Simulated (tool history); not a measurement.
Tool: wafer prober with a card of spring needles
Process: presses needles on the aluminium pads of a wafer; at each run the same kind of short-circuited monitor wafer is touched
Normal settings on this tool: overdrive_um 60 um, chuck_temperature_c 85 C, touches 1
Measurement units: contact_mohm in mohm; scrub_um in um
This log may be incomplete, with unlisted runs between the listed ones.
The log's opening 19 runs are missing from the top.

{"day": 13.1, "done": "tips cleaned on abrasive film"}
{"run": 20, "day": 13.354, "overdrive_um": 60, "chuck_temperature_c": 71, "touches": 1, "contact_mohm": 137, "scrub_um": 14.805}
{"day": 13.529, "done": "height of the first contact set anew"}
{"day": 14.121, "done": "tips cleaned on abrasive film"}
{"run": 21, "day": 14.229, "overdrive_um": 60, "chuck_temperature_c": 71, "touches": 1, "contact_mohm": 123, "scrub_um": 14.971}
{"day": 15.1, "done": "tips cleaned on abrasive film"}
{"run": 22, "day": 15.1, "overdrive_um": 60, "chuck_temperature_c": 86, "touches": 2, "contact_mohm": 112, "scrub_um": 14.944}
{"run": 23, "day": 15.654, "overdrive_um": 60, "chuck_temperature_c": 86, "touches": 2, "contact_mohm": 135, "scrub_um": 14.94}
{"day": 16.075, "done": "tips cleaned on abrasive film"}
{"run": 24, "day": 16.492, "overdrive_um": 60, "chuck_temperature_c": 86, "touches": 2, "contact_mohm": 131, "scrub_um": 14.926}
{"run": 25, "day": 16.975, "overdrive_um": 60, "chuck_temperature_c": 86, "touches": 2, "contact_mohm": 141, "scrub_um": 14.929}
{"day": 17.058, "done": "tips cleaned on abrasive film"}
{"run": 26, "day": 17.596, "overdrive_um": 73, "chuck_temperature_c": 86, "touches": 2, "contact_mohm": 130, "scrub_um": 18.145}
{"day": 18.025, "done": "tips cleaned on abrasive film"}
{"run": 27, "day": 18.242, "overdrive_um": 66, "chuck_temperature_c": 46, "touches": 2, "contact_mohm": 122, "scrub_um": 16.364}
{"run": 28, "day": 18.671, "overdrive_um": 66, "chuck_temperature_c": 46, "touches": 2, "contact_mohm": 129, "scrub_um": 16.374}

What will run 29 give?
{"day": 19.038, "done": "tips cleaned on abrasive film"}
{"run": 29, "day": 19.717, "overdrive_um": 42, "chuck_temperature_c": 94, "touches": 2, "contact_mohm": "?", "scrub_um": "?"}

contact_mohm: 158 mohm
scrub_um: 10.340 um
With the hidden condition absent and the run-to-run variation left alone, this run would have shown contact_mohm 112 mohm, scrub_um 10.497 um.

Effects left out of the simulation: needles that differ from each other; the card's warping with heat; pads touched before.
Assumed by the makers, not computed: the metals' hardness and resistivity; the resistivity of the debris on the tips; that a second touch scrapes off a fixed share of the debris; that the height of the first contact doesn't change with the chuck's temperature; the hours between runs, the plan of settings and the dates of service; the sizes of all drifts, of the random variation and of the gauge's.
